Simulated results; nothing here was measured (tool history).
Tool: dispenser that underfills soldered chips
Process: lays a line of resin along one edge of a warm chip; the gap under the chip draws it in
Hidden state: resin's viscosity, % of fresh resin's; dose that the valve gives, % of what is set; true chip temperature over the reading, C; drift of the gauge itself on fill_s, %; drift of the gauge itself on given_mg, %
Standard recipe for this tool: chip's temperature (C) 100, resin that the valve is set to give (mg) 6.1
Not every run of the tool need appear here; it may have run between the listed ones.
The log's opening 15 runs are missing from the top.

run	hour	chip's temperature (C)	resin that the valve is set to give (mg)	hours of work since the syringe was changed	hours of work since the valve was cleaned	hours of work since the stage was calibrated	time until the resin shows at the far edge (s)	resin that the valve gave (mg)
16	130.3	100	5.3	7	32	5	40.3	5.23
# hour 133.6: new syringe of resin
17	136.7	100	6.1	2	37	9	33.2	5.96
18	145.4	100	6.1	9	44	16	42	5.97
# hour 146.6: new syringe of resin
19	153.5	97	5.71	5	50	22	41.4	5.62
# hour 159.7: new syringe of resin
20	164.6	113	6.56	4	58	31	23.4	6.42
# hour 172.6: new syringe of resin
21	173.7	113	6.56	1	65	37	22.6	6.38
22	184	113	6.56	9	73	45	29.9	6.38
# hour 185.7: new syringe of resin
23	189.6	113	6.56	3	77	50	24.2	6.36
24	194.1	92	5.8	7	81	53	48.2	5.58
# hour 198.5: new syringe of resin
25	201.7	88	6.43	2	86	59	47.7	6.22
26	206.4	109	7.08	6	90	62	29.9	6.81
# hour 211.8: new syringe of resin
27	216.1	104	7.3	3	97	70	30.4	6.99
28	222.2	104	7.3	8	102	74	35.6	6.98
# hour 224.8: new syringe of resin
29	233	89	7.44	6	110	83	52.4	7.11
# hour 237.8: new syringe of resin
30	242.6	101	7.05	4	117	90	34.8	6.73
# hour 250.5: new syringe of resin
31	251.8	101	7.05	1	124	97	30.8	6.69
32	258.2	110	6.26	6	129	102	29	5.95
# hour 263.4: new syringe of resin
33	264.1	101	6.5	0	134	106	32.2	6.15

Branching from run 33: 3 alternative next runs. What would each branch give?
A	270.1	103	6.5	5	138	111	?	?
B	270.1	108	6.1	5	138	111	?	?
C	270.1	98	6.19	5	138	111	?	?

run	time until the resin shows at the far edge (s)	resin that the valve gave (mg)
A	34.6	6.19
B	31.4	5.78
C	41.1	5.84
Had the tool no hidden state, the same runs would have come out as:
run	time until the resin shows at the far edge (s)	resin that the valve gave (mg)
A	27.5	6.55
B	25.1	6.12
C	32.7	6.18

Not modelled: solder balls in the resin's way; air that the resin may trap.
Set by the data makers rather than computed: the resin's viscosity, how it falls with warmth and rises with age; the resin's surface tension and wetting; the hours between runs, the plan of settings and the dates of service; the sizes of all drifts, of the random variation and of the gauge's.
